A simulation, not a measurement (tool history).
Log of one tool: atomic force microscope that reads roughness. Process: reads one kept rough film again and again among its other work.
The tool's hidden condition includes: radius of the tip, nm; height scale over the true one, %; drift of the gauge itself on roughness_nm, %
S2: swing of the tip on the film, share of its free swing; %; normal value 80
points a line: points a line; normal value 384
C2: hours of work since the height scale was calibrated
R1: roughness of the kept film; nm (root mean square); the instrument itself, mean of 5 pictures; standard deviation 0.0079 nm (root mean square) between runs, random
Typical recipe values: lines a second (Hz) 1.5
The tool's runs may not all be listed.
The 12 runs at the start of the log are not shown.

Run 13, day 18.842: usual settings but S2 58 %; pictures with this tip 110; C2 478. Result: R1 1.792 nm (root mean square).
Run 14, day 20.967: usual settings but S2 58 %; pictures with this tip 160; C2 500. Result: R1 1.776 nm (root mean square).
At day 22.046: new tip fitted.
Run 15, day 22.292: usual settings; pictures with this tip 6; C2 513. Result: R1 1.715 nm (root mean square).
Run 16, day 23.654: usual settings; pictures with this tip 38; C2 527. Result: R1 1.725 nm (root mean square).
Run 17, day 25.817: usual settings but lines a second (Hz) 2.49; pictures with this tip 89; C2 550. Result: R1 1.629 nm (root mean square).
Run 18, day 26.746: usual settings; pictures with this tip 111; C2 559. Result: R1 1.704 nm (root mean square).
Run 19, day 28.4: usual settings; pictures with this tip 150; C2 576. Result: R1 1.701 nm (root mean square).
Run 20, day 29.358: usual settings; pictures with this tip 173; C2 586. Result: R1 1.689 nm (root mean square).
At day 29.775: new tip fitted.
Run 21, day 30.329: usual settings but points a line 1019; pictures with this tip 13; C2 596. Result: R1 1.727 nm (root mean square).
Run 22, day 32.225: usual settings but points a line 1019; pictures with this tip 58; C2 615. Result: R1 1.711 nm (root mean square).
Run 23, day 34.192: usual settings but points a line 1019; pictures with this tip 105; C2 636. Result: R1 1.694 nm (root mean square).
Run 24, day 35.088: usual settings but points a line 1019; pictures with this tip 126; C2 645. Result: R1 1.718 nm (root mean square).
Run 25, day 37.175: usual settings but points a line 1019; pictures with this tip 175; C2 666. Result: R1 1.69 nm (root mean square).
At day 37.546: new tip fitted.
Run 26, day 38.217: usual settings but points a line 1019; pictures with this tip 16; C2 677. Result: R1 1.721 nm (root mean square).
Run 27, day 40.062: usual settings but points a line 1019; pictures with this tip 59; C2 696. Result: R1 1.721 nm (root mean square).
Run 28, day 41.983: usual settings but points a line 1019; pictures with this tip 105; C2 715. Result: R1 1.7 nm (root mean square).
At day 42.158: height scale calibrated on a step standard.
Run 29, day 44.058: usual settings but lines a second (Hz) 0.75, S2 71 %, points a line 1019; pictures with this tip 153; C2 20. Result: R1 1.811 nm (root mean square).
At day 45.329: new tip fitted.
Run 30, day 46.271: usual settings but lines a second (Hz) 1.68, S2 72 %, points a line 564; pictures with this tip 23; C2 42. Result: R1 1.788 nm (root mean square).
Run 31, day 48.333: usual settings but lines a second (Hz) 0.58, S2 84 %, points a line 800; pictures with this tip 71; C2 63. Result: R1 1.813 nm (root mean square).

Expected results for the next run?
Run 32, day 49.546: usual settings but lines a second (Hz) 0.58, S2 84 %, points a line 800; pictures with this tip 100; C2 76. Result: R1 ?.

Run 32 produced R1 1.794 nm (root mean square).
Were there no unlogged condition in the tool, this run, its random variation unchanged, would have produced R1 1.774 nm (root mean square).
